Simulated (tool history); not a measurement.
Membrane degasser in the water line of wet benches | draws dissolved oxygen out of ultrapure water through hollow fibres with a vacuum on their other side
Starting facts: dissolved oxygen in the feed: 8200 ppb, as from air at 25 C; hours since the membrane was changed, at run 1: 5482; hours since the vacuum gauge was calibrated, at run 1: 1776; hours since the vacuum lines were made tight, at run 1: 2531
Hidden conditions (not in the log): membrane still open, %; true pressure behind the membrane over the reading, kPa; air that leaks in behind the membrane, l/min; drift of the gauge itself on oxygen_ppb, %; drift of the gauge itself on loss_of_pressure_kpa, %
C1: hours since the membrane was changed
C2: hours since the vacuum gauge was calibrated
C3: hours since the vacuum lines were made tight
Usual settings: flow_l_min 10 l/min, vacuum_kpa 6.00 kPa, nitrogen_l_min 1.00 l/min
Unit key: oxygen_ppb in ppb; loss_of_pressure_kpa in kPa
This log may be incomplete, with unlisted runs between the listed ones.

Run 1, hour 0.0: usual settings; C1 5482; C2 1776; C3 2531. Result: oxygen_ppb 131.9 ppb, loss_of_pressure_kpa 31.71 kPa.
Run 2, hour 164.1: usual settings; C1 5647; C2 1941; C3 2695. Result: oxygen_ppb 133.1 ppb, loss_of_pressure_kpa 31.26 kPa.
Run 3, hour 326.5: usual settings; C1 5809; C2 2103; C3 2858. Result: oxygen_ppb 132.3 ppb, loss_of_pressure_kpa 31.65 kPa.
Run 4, hour 450.1: usual settings; C1 5933; C2 2226; C3 2981. Result: oxygen_ppb 134.8 ppb, loss_of_pressure_kpa 31.67 kPa.
Run 5, hour 523.5: usual settings; C1 6006; C2 2300; C3 3055. Result: oxygen_ppb 131.6 ppb, loss_of_pressure_kpa 31.63 kPa.
Run 6, hour 676.1: usual settings but vacuum_kpa 6.72 kPa; C1 6159; C2 2452; C3 3207. Result: oxygen_ppb 152.8 ppb, loss_of_pressure_kpa 31.78 kPa.
Run 7, hour 844.6: usual settings but vacuum_kpa 6.72 kPa; C1 6327; C2 2621; C3 3376. Result: oxygen_ppb 153.7 ppb, loss_of_pressure_kpa 31.80 kPa.
Run 8, hour 946.8: usual settings but flow_l_min 9 l/min, vacuum_kpa 6.72 kPa; C1 6429; C2 2723; C3 3478. Result: oxygen_ppb 131.3 ppb, loss_of_pressure_kpa 28.83 kPa.
Run 9, hour 1083.7: usual settings but flow_l_min 9 l/min, vacuum_kpa 6.72 kPa; C1 6566; C2 2860; C3 3615. Result: oxygen_ppb 130.5 ppb, loss_of_pressure_kpa 28.89 kPa.
Run 10, hour 1263.2: usual settings but vacuum_kpa 6.53 kPa; C1 6746; C2 3040; C3 3794. Result: oxygen_ppb 148.4 ppb, loss_of_pressure_kpa 31.89 kPa.
Run 11, hour 1413.4: usual settings but vacuum_kpa 6.53 kPa; C1 6896; C2 3190; C3 3945. Result: oxygen_ppb 151.9 ppb, loss_of_pressure_kpa 31.88 kPa.
Run 12, hour 1516.6: usual settings but vacuum_kpa 6.53 kPa; C1 6999; C2 3293; C3 4048. Result: oxygen_ppb 151.8 ppb, loss_of_pressure_kpa 32.02 kPa.
Run 13, hour 1598.1: usual settings but flow_l_min 9 l/min, vacuum_kpa 9.09 kPa; C1 7081; C2 3374; C3 4129. Result: oxygen_ppb 189.1 ppb, loss_of_pressure_kpa 28.91 kPa.
Run 14, hour 1766.0: usual settings but flow_l_min 9 l/min, vacuum_kpa 9.09 kPa; C1 7249; C2 3542; C3 4297. Result: oxygen_ppb 187.2 ppb, loss_of_pressure_kpa 29.08 kPa.
Run 15, hour 1909.1: usual settings but flow_l_min 11 l/min, vacuum_kpa 11.08 kPa, nitrogen_l_min 0.42 l/min; C1 7392; C2 3685; C3 4440. Result: oxygen_ppb 521.4 ppb, loss_of_pressure_kpa 35.49 kPa.
Run 16, hour 2039.4: usual settings but vacuum_kpa 4.26 kPa, nitrogen_l_min 0.73 l/min; C1 7522; C2 3816; C3 4571. Result: oxygen_ppb 109.0 ppb, loss_of_pressure_kpa 31.90 kPa.
Run 17, hour 2215.3: usual settings but vacuum_kpa 4.26 kPa, nitrogen_l_min 0.73 l/min; C1 7698; C2 3992; C3 4747. Result: oxygen_ppb 110.3 ppb, loss_of_pressure_kpa 32.56 kPa.
Run 18, hour 2356.9: usual settings but flow_l_min 9 l/min, vacuum_kpa 6.17 kPa, nitrogen_l_min 2.25 l/min; C1 7839; C2 4133; C3 4888. Result: oxygen_ppb 88.0 ppb, loss_of_pressure_kpa 28.77 kPa.

4 options for the next run, each taken on its own from the tool as it stands now. Forecast them:
Run A, hour 2487.1: usual settings but nitrogen_l_min 0.42 l/min; C1 7970; C2 4263; C3 5018. Result: oxygen_ppb ?, loss_of_pressure_kpa ?.
Run B, hour 2487.1: usual settings but flow_l_min 8 l/min, vacuum_kpa 6.17 kPa, nitrogen_l_min 2.25 l/min; C1 7970; C2 4263; C3 5018. Result: oxygen_ppb ?, loss_of_pressure_kpa ?.
Run C, hour 2487.1: usual settings but flow_l_min 13 l/min, vacuum_kpa 6.17 kPa, nitrogen_l_min 1.07 l/min; C1 7970; C2 4263; C3 5018. Result: oxygen_ppb ?, loss_of_pressure_kpa ?.
Run D, hour 2487.1: usual settings but flow_l_min 9 l/min, vacuum_kpa 8.25 kPa, nitrogen_l_min 2.25 l/min; C1 7970; C2 4263; C3 5018. Result: oxygen_ppb ?, loss_of_pressure_kpa ?.

run  oxygen_ppb  loss_of_pressure_kpa
  A       225.8                 32.48
  B        68.2                 25.90
  C       214.2                 41.84
  D       107.4                 29.18
Had the tool no hidden state, the same runs would have come out as:
run  oxygen_ppb  loss_of_pressure_kpa
  A       189.4                 30.12
  B        50.8                 24.02
  C       170.8                 38.78
  D        84.5                 27.07

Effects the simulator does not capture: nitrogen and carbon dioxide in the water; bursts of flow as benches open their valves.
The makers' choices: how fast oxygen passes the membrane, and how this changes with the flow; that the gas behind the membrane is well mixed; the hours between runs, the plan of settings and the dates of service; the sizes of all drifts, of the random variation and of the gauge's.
